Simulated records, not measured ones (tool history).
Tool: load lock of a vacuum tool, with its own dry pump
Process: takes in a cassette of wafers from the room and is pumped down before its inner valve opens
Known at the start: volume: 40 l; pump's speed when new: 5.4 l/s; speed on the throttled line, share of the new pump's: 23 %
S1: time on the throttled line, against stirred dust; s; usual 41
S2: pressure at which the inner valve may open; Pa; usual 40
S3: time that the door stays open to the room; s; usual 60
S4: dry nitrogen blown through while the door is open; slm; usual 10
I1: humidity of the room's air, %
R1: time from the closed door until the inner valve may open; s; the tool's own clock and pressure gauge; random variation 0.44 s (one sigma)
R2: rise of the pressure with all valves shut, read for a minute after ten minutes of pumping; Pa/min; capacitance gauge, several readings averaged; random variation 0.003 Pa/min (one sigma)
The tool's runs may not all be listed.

| run | hour | S1 | S2 | S3 | S4 | I1 | R1 | R2 |
|---|---|---|---|---|---|---|---|---|
| 1 | 0 | 41 | 40 | 60 | 10 | 44.4 | 95.7 | 0.108 |
| 2 | 453.6 | 41 | 40 | 60 | 10 | 45.8 | 94.7 | 0.115 |
| 3 | 709.4 | 41 | 40 | 60 | 10 | 43.7 | 94.9 | 0.118 |
| 4 | 1095 | 41 | 40 | 60 | 10 | 46.2 | 96.1 | 0.129 |
| 5 | 1382.9 | 41 | 40 | 60 | 10 | 43.2 | 95.5 | 0.123 |
| 6 | 1672.3 | 41 | 40 | 134 | 10 | 48 | 95.5 | 0.164 |
| 7 | 1920.7 | 24 | 40 | 60 | 10 | 49 | 83.2 | 0.131 |
| 8 | 2385.7 | 24 | 40 | 60 | 10 | 41.6 | 83.1 | 0.13 |
| 9 | 2848.5 | 41 | 40 | 60 | 10 | 42.4 | 96.6 | 0.131 |
| 10 | 3108.1 | 41 | 40 | 60 | 10 | 46.9 | 97.1 | 0.14 |
| 11 | 3595 | 41 | 40 | 60 | 10 | 48.2 | 96.8 | 0.148 |
| 12 | 4019.7 | 41 | 40 | 60 | 10 | 44.4 | 96.5 | 0.151 |
| 13 | 4423.8 | 41 | 40 | 60 | 10 | 43.7 | 97.2 | 0.15 |
| 14 | 4895.8 | 41 | 40 | 60 | 10 | 45 | 98.2 | 0.16 |
|  | 5422.3 | dry pump taken out, an overhauled one fitted |
| 15 | 5422.3 | 41 | 40 | 60 | 10 | 43.4 | 89.2 | 0.163 |
| 16 | 5738.4 | 41 | 40 | 60 | 10 | 44.4 | 90.6 | 0.174 |
| 17 | 6212.6 | 41 | 40 | 60 | 10 | 42 | 90.7 | 0.167 |
| 18 | 6536.3 | 41 | 40 | 60 | 10 | 44 | 90.6 | 0.176 |
| 19 | 6848.7 | 41 | 40 | 60 | 10 | 45.7 | 90.1 | 0.183 |
| 20 | 7070.4 | 41 | 40 | 219 | 5 | 46.9 | 90.7 | 0.254 |
| 21 | 7432.2 | 67 | 40 | 219 | 5 | 45.4 | 110.5 | 0.25 |
| 22 | 7857.2 | 68 | 40 | 120 | 5 | 42.3 | 110.8 | 0.223 |
| 23 | 8167.9 | 68 | 40 | 120 | 5 | 45.3 | 111.5 | 0.233 |
| 24 | 8561.8 | 41 | 40 | 189 | 10 | 46.3 | 91.4 | 0.236 |
| 25 | 8903.1 | 41 | 40 | 189 | 10 | 44.7 | 91.3 | 0.238 |
| 26 | 9242.4 | 64 | 45 | 189 | 10 | 43.1 | 107.9 | 0.247 |
| 27 | 9537.9 | 74 | 40 | 60 | 7 | 43 | 116 | 0.218 |
| 28 | 10065.3 | 74 | 42 | 94 | 15 | 42.9 | 116.8 | 0.217 |
| 29 | 10393.5 | 25 | 31 | 62 | 6 | 44.4 | 81.6 | 0.229 |
| 30 | 10794.1 | 41 | 64 | 94 | 10 | 43.8 | 88.2 | 0.238 |
| 31 | 11245.5 | 41 | 42 | 146 | 24 | 44.8 | 92.1 | 0.237 |
| 32 | 11602 | 41 | 42 | 47 | 10 | 46.7 | 90.9 | 0.238 |
| 33 | 11821.2 | 41 | 42 | 47 | 10 | 48.2 | 91.9 | 0.237 |
| 34 | 12238.6 | 41 | 40 | 60 | 33 | 44.6 | 92.9 | 0.229 |
| 35 | 12532.4 | 41 | 34 | 60 | 35 | 43.8 | 93.5 | 0.222 |
| 36 | 12874.6 | 32 | 50 | 60 | 10 | 48.4 | 84.3 | 0.256 |
| 37 | 13245.9 | 32 | 50 | 60 | 10 | 40.3 | 84.1 | 0.259 |
| 38 | 13657.1 | 41 | 40 | 60 | 27 | 48.2 | 92.5 | 0.256 |

Forecast each of these 3 alternatives for the next run:
| A | 13928.5 | 41 | 32 | 114 | 18 | 47.1 | ? | ? |
| B | 13928.5 | 42 | 35 | 60 | 10 | 44.1 | ? | ? |
| C | 13928.5 | 28 | 40 | 60 | 10 | 45.9 | ? | ? |

| run | R1 | R2 |
|---|---|---|
| A | 95.2 | 0.281 |
| B | 95.3 | 0.274 |
| C | 84.2 | 0.279 |
Without the tool's hidden state the same runs would have given:
| run | R1 | R2 |
|---|---|---|
| A | 91.8 | 0.067 |
| B | 91.9 | 0.056 |
| C | 80.6 | 0.06 |

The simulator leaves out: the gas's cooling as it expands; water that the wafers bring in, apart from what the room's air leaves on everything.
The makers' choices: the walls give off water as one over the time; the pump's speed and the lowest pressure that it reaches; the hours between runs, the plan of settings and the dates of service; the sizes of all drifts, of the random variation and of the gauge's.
